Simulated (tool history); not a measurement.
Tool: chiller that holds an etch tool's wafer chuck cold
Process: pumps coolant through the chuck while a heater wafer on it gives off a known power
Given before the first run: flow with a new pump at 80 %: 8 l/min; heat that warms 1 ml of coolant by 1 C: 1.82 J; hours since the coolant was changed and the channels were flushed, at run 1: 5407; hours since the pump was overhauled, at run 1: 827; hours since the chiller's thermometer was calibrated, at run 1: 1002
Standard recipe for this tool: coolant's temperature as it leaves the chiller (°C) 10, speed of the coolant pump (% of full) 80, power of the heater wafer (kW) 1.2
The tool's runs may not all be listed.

run	hour	coolant's temperature as it leaves the chiller (°C)	speed of the coolant pump (% of full)	power of the heater wafer (kW)	hours since the coolant was changed and the channels were flushed	hours since the pump was overhauled	hours since the chiller's thermometer was calibrated	chuck's temperature once it has settled (°C)	how much warmer the coolant comes back (C)
1	0	10	80	1.2	5407	827	1002	22.3	4.93
2	37.7	10	80	1.564	5445	865	1039	26.1	6.44
3	82	10	80	1.2	5489	909	1084	22.2	4.94
4	109.4	10	80	1.2	5516	937	1111	22.2	4.99
5	158.8	10	80	1.2	5566	986	1160	22.1	4.97
6	187.5	10	80	1.2	5595	1015	1189	22.2	5.03
7	221.2	10	80	1.2	5628	1048	1223	22.4	5.06
8	267.8	10	72	1.2	5675	1095	1269	23.3	5.62
9	332.3	18	95	0.964	5739	1159	1334	26.4	3.47
10	369.5	18	95	0.964	5777	1197	1371	26.3	3.5
11	412	10	89	1.329	5819	1239	1414	22.5	5.05
12	439.4	10	89	1.329	5846	1267	1441	22.2	5.07
13	489.6	10	74	1.069	5897	1317	1491	21.6	4.96

Forecast each of these 4 alternatives for the next run:
A	541.7	3	85	1.2	5949	1369	1543	?	?
B	541.7	19	80	1.537	5949	1369	1543	?	?
C	541.7	4	96	1.667	5949	1369	1543	?	?
D	541.7	2	78	1.2	5949	1369	1543	?	?

run	chuck's temperature once it has settled (°C)	how much warmer the coolant comes back (C)
A	14.7	4.83
B	34.6	6.56
C	18.6	5.93
D	14.6	5.23
Had the tool no hidden state, the same runs would have come out as:
run	chuck's temperature once it has settled (°C)	how much warmer the coolant comes back (C)
A	14.7	4.64
B	34.6	6.37
C	18.6	5.74
D	14.6	5.04
